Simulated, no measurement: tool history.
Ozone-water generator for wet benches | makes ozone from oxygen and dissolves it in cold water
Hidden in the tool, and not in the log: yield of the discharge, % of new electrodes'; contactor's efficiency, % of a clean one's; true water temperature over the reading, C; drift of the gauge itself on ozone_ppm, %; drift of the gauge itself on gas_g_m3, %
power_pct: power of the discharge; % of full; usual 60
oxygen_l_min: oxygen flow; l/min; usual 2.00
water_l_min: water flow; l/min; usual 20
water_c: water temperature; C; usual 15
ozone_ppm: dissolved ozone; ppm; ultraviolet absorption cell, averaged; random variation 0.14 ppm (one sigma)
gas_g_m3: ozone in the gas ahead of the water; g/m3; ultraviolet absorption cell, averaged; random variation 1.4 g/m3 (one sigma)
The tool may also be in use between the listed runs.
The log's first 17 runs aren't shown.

run,hour,power_pct,oxygen_l_min,water_l_min,water_c,hours of work since the electrodes were changed,hours of work since the contactor was cleaned,hours of work since the thermometer was calibrated,ozone_ppm,gas_g_m3
18,925.1,60,2.00,20,11,1962,3073,2366,17.5,245.4
19,990.0,60,2.00,20,11,2022,3133,2426,17.4,244.8
# hour 995.6: gauge calibrated
20,1040.5,93,2.02,13,15,2069,3180,2473,31.7,319.1
21,1093.4,93,2.02,13,15,2118,3229,2522,31.7,318.5
22,1159.1,60,2.00,20,15,2178,3289,2582,16.9,252.7
23,1224.8,65,2.95,20,19,2239,3350,2643,20.0,231.9
24,1267.1,65,1.70,20,15,2278,3389,2682,16.5,277.1
25,1300.6,95,1.77,21,8,2309,3420,2713,20.1,335.4
26,1356.5,95,1.77,26,11,2361,3471,2765,16.0,333.6
27,1434.3,42,2.00,14,15,2433,3543,2836,19.0,207.0
28,1513.9,60,2.00,20,18,2506,3617,2910,16.6,248.5
# hour 1533.0: water thermometer calibrated
29,1562.8,60,2.16,20,12,2551,3661,28,17.6,243.5
30,1638.0,67,2.58,23,17,2620,3731,97,16.9,243.0
31,1690.6,67,2.58,23,17,2669,3779,146,17.3,244.0
32,1760.2,67,2.58,23,15,2733,3844,210,17.5,242.3
33,1798.7,56,3.12,15,18,2769,3879,245,23.8,207.2

Forecast each of these 4 alternatives for the next run:
A,1835.5,45,3.12,15,11,2802,3913,279,?,?
B,1835.5,54,2.44,15,8,2802,3913,279,?,?
C,1835.5,56,1.21,20,18,2802,3913,279,?,?
D,1835.5,56,1.44,15,18,2802,3913,279,?,?

run,ozone_ppm,gas_g_m3
A,22.9,183.6
B,23.7,216.8
C,12.6,281.7
D,18.0,266.8
Without the tool's hidden state the same runs would have given:
run,ozone_ppm,gas_g_m3
A,23.0,188.3
B,23.7,222.5
C,12.6,289.0
D,18.0,273.7

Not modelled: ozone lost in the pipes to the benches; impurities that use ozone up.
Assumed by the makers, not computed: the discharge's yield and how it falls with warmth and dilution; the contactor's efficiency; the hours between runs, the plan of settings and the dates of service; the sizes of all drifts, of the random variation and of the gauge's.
